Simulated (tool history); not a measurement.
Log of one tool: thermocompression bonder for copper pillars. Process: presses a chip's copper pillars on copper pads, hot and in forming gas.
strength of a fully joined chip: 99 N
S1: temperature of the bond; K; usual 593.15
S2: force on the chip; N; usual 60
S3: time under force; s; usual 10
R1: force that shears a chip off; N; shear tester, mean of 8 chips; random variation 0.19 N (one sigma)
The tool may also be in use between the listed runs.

run	hour	S1	S2	S3	R1
1	0.0	593.15	60	10	35.6
2	17.3	593.15	60	10	35.7
3	50.5	593.15	60	10	35.2
4	69.6	593.15	60	5	26.9
5	86.9	593.15	60	5	26.9
6	123.6	593.15	60	5	26.9
7	151.9	593.15	60	5	26.6
8	187.2	593.15	60	5	26.6
# hour 201.2: forming gas filter changed
9	206.5	593.15	42	10	26.2
10	243.6	593.15	59	10	35.3
# hour 262.8: force cell calibrated
11	277.4	593.15	59	11	36.9
12	314.9	593.15	59	11	36.9
13	334.3	593.15	59	11	37.4
14	355.9	593.15	59	11	37.2
15	377.9	598.15	60	10	37.8
16	397.3	598.15	60	10	38.3
17	427.4	598.15	60	10	38.3
18	463.1	598.15	60	10	38.4
19	490.3	598.15	60	10	38.3
20	516.1	598.15	60	10	38.7
# hour 530.8: forming gas filter changed
21	554.0	574.15	60	8	26.0
22	584.6	574.15	60	8	26.1
23	612.0	586.15	60	14	38.2
24	637.2	586.15	60	14	38.4
25	675.4	586.15	60	14	38.6
26	713.5	592.15	61	5	27.4
27	746.5	594.15	75	5	33.9
28	772.2	594.15	75	5	33.8
29	795.2	623.15	38	11	36.7
30	819.0	586.15	66	12	39.1
31	843.5	586.15	66	12	39.4
# hour 859.2: forming gas filter changed
# hour 867.7: gauge calibrated
32	879.3	586.15	66	12	38.4
33	899.1	591.15	42	12	28.0
# hour 909.8: heater calibrated with a thermocouple chip
34	922.3	591.15	42	12	27.5
35	938.5	591.15	42	12	27.9
36	961.8	612.15	38	7	26.1
37	986.2	593.15	37	9	22.2
38	1021.7	566.15	42	12	19.6
39	1045.9	566.15	42	12	19.9
40	1073.1	618.15	60	10	47.4

4 ways to go on from here, each from the tool as it stands after run 40. What would each give?
A	1106.0	574.15	39	21	?
B	1106.0	568.15	38	12	?
C	1106.0	618.15	60	24	?
D	1106.0	575.15	63	16	?

run	R1
A	26.1
B	18.2
C	62.6
D	35.8
Without the tool's hidden state the same runs would have given:
run	R1
A	26.1
B	18.1
C	62.4
D	35.7
